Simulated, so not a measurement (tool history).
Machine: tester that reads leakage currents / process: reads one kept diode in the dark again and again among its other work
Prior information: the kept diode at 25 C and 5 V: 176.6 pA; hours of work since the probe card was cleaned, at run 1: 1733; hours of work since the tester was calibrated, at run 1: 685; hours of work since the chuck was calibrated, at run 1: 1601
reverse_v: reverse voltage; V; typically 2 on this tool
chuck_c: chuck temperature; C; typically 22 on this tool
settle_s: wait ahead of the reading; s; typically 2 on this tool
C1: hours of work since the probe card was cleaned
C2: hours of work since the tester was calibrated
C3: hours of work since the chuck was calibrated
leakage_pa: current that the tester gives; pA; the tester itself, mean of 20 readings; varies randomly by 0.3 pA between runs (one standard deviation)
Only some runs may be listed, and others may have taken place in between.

{"run": 1, "hour": 0.0, "reverse_v": 2, "chuck_c": 22, "settle_s": 2, "C1": 1733, "C2": 685, "C3": 1601, "leakage_pa": 112.88}
{"run": 2, "hour": 26.6, "reverse_v": 2, "chuck_c": 22, "settle_s": 2, "C1": 1754, "C2": 706, "C3": 1623, "leakage_pa": 113.38}
{"run": 3, "hour": 49.8, "reverse_v": 2, "chuck_c": 22, "settle_s": 2, "C1": 1773, "C2": 724, "C3": 1641, "leakage_pa": 113.76}
{"run": 4, "hour": 73.6, "reverse_v": 2, "chuck_c": 22, "settle_s": 2, "C1": 1791, "C2": 743, "C3": 1660, "leakage_pa": 113.4}
{"run": 5, "hour": 102.8, "reverse_v": 2, "chuck_c": 22, "settle_s": 2, "C1": 1815, "C2": 766, "C3": 1683, "leakage_pa": 113.19}
{"hour": 108.7, "done": "probe card cleaned and baked"}
{"run": 6, "hour": 123.6, "reverse_v": 2, "chuck_c": 22, "settle_s": 2, "C1": 12, "C2": 780, "C3": 1697, "leakage_pa": 112.59}
{"run": 7, "hour": 154.0, "reverse_v": 2, "chuck_c": 22, "settle_s": 2, "C1": 36, "C2": 804, "C3": 1721, "leakage_pa": 112.56}
{"run": 8, "hour": 180.5, "reverse_v": 2, "chuck_c": 22, "settle_s": 2, "C1": 57, "C2": 825, "C3": 1742, "leakage_pa": 113.55}
{"run": 9, "hour": 202.2, "reverse_v": 2, "chuck_c": 22, "settle_s": 2, "C1": 74, "C2": 842, "C3": 1759, "leakage_pa": 112.91}
{"run": 10, "hour": 222.7, "reverse_v": 2, "chuck_c": 22, "settle_s": 2, "C1": 90, "C2": 859, "C3": 1775, "leakage_pa": 112.82}
{"run": 11, "hour": 246.7, "reverse_v": 2, "chuck_c": 22, "settle_s": 2, "C1": 109, "C2": 878, "C3": 1794, "leakage_pa": 113.11}
{"run": 12, "hour": 266.1, "reverse_v": 2, "chuck_c": 56, "settle_s": 2, "C1": 124, "C2": 893, "C3": 1810, "leakage_pa": 1177.86}
{"run": 13, "hour": 287.8, "reverse_v": 2, "chuck_c": 56, "settle_s": 2, "C1": 142, "C2": 910, "C3": 1827, "leakage_pa": 1171.07}
{"run": 14, "hour": 311.0, "reverse_v": 2, "chuck_c": 56, "settle_s": 2, "C1": 160, "C2": 929, "C3": 1845, "leakage_pa": 1178.11}
{"hour": 315.2, "done": "tester calibrated"}
{"run": 15, "hour": 329.3, "reverse_v": 2, "chuck_c": 22, "settle_s": 2, "C1": 173, "C2": 11, "C3": 1858, "leakage_pa": 113.53}
{"run": 16, "hour": 356.1, "reverse_v": 2, "chuck_c": 48, "settle_s": 2, "C1": 194, "C2": 32, "C3": 1879, "leakage_pa": 708.01}
{"hour": 387.7, "done": "tester calibrated, once more"}
{"run": 17, "hour": 388.7, "reverse_v": 2, "chuck_c": 48, "settle_s": 2, "C1": 218, "C2": 1, "C3": 1903, "leakage_pa": 713.88}
{"run": 18, "hour": 411.2, "reverse_v": 2, "chuck_c": 22, "settle_s": 2, "C1": 236, "C2": 19, "C3": 1921, "leakage_pa": 114.43}
{"hour": 429.5, "done": "chuck's temperature calibrated"}
{"run": 19, "hour": 442.9, "reverse_v": 2, "chuck_c": 22, "settle_s": 2, "C1": 260, "C2": 42, "C3": 11, "leakage_pa": 99.95}
{"run": 20, "hour": 461.0, "reverse_v": 2, "chuck_c": 22, "settle_s": 2, "C1": 274, "C2": 56, "C3": 25, "leakage_pa": 99.98}
{"run": 21, "hour": 490.2, "reverse_v": 2, "chuck_c": 36, "settle_s": 2.7, "C1": 297, "C2": 79, "C3": 48, "leakage_pa": 281.71}
{"run": 22, "hour": 508.0, "reverse_v": 4.5, "chuck_c": 41, "settle_s": 0.68, "C1": 311, "C2": 94, "C3": 62, "leakage_pa": 546.84}
{"run": 23, "hour": 538.8, "reverse_v": 1.01, "chuck_c": 33, "settle_s": 4.9, "C1": 336, "C2": 118, "C3": 86, "leakage_pa": 174.41}
{"run": 24, "hour": 565.9, "reverse_v": 1.35, "chuck_c": 43, "settle_s": 0.79, "C1": 357, "C2": 139, "C3": 108, "leakage_pa": 393.35}
{"run": 25, "hour": 591.2, "reverse_v": 4.81, "chuck_c": 43, "settle_s": 0.51, "C1": 377, "C2": 159, "C3": 128, "leakage_pa": 642.74}
{"run": 26, "hour": 623.3, "reverse_v": 1.09, "chuck_c": 24, "settle_s": 2, "C1": 402, "C2": 185, "C3": 153, "leakage_pa": 93.34}
{"run": 27, "hour": 638.8, "reverse_v": 1.09, "chuck_c": 24, "settle_s": 2, "C1": 415, "C2": 197, "C3": 166, "leakage_pa": 93.1}
{"run": 28, "hour": 653.8, "reverse_v": 3.17, "chuck_c": 40, "settle_s": 3.14, "C1": 426, "C2": 209, "C3": 177, "leakage_pa": 448.11}
{"run": 29, "hour": 678.8, "reverse_v": 3.17, "chuck_c": 40, "settle_s": 3.14, "C1": 446, "C2": 229, "C3": 197, "leakage_pa": 446.64}
{"run": 30, "hour": 695.5, "reverse_v": 2.14, "chuck_c": 22, "settle_s": 2, "C1": 460, "C2": 242, "C3": 210, "leakage_pa": 103.85}
{"run": 31, "hour": 716.0, "reverse_v": 1.3, "chuck_c": 23, "settle_s": 0.64, "C1": 476, "C2": 258, "C3": 227, "leakage_pa": 92.84}
{"run": 32, "hour": 739.9, "reverse_v": 1.3, "chuck_c": 23, "settle_s": 0.64, "C1": 495, "C2": 277, "C3": 246, "leakage_pa": 93.49}
{"run": 33, "hour": 762.2, "reverse_v": 4.94, "chuck_c": 23, "settle_s": 0.79, "C1": 512, "C2": 295, "C3": 263, "leakage_pa": 157.01}
{"run": 34, "hour": 793.4, "reverse_v": 4.94, "chuck_c": 45, "settle_s": 0.43, "C1": 537, "C2": 319, "C3": 288, "leakage_pa": 750.71}
{"run": 35, "hour": 817.2, "reverse_v": 2, "chuck_c": 22, "settle_s": 3.75, "C1": 556, "C2": 338, "C3": 307, "leakage_pa": 101.77}
{"run": 36, "hour": 844.3, "reverse_v": 7.91, "chuck_c": 29, "settle_s": 2, "C1": 577, "C2": 360, "C3": 328, "leakage_pa": 295.16}
{"run": 37, "hour": 859.3, "reverse_v": 2, "chuck_c": 22, "settle_s": 2.04, "C1": 589, "C2": 372, "C3": 340, "leakage_pa": 102.27}
{"run": 38, "hour": 881.6, "reverse_v": 1.17, "chuck_c": 22, "settle_s": 2, "C1": 607, "C2": 389, "C3": 358, "leakage_pa": 83.03}
{"run": 39, "hour": 898.7, "reverse_v": 3.41, "chuck_c": 29, "settle_s": 0.66, "C1": 620, "C2": 403, "C3": 371, "leakage_pa": 214.57}

Branching from run 39: 5 alternative next runs. What would each branch give?
{"run": "A", "hour": 923.0, "reverse_v": 3.41, "chuck_c": 29, "settle_s": 1.15, "C1": 639, "C2": 422, "C3": 390, "leakage_pa": "?"}
{"run": "B", "hour": 923.0, "reverse_v": 2, "chuck_c": 22, "settle_s": 1.17, "C1": 639, "C2": 422, "C3": 390, "leakage_pa": "?"}
{"run": "C", "hour": 923.0, "reverse_v": 13.51, "chuck_c": 60, "settle_s": 7.22, "C1": 639, "C2": 422, "C3": 390, "leakage_pa": "?"}
{"run": "D", "hour": 923.0, "reverse_v": 15.75, "chuck_c": 41, "settle_s": 0.57, "C1": 639, "C2": 422, "C3": 390, "leakage_pa": "?"}
{"run": "E", "hour": 923.0, "reverse_v": 15.59, "chuck_c": 29, "settle_s": 8.78, "C1": 639, "C2": 422, "C3": 390, "leakage_pa": "?"}

run=A leakage_pa=213.96
run=B leakage_pa=102.97
run=C leakage_pa=2891.8
run=D leakage_pa=904.64
run=E leakage_pa=381.79
With no hidden state in the tool, these same runs would have given:
run=A leakage_pa=207.19
run=B leakage_pa=99.49
run=C leakage_pa=2822.75
run=D leakage_pa=877.84
run=E leakage_pa=367.46

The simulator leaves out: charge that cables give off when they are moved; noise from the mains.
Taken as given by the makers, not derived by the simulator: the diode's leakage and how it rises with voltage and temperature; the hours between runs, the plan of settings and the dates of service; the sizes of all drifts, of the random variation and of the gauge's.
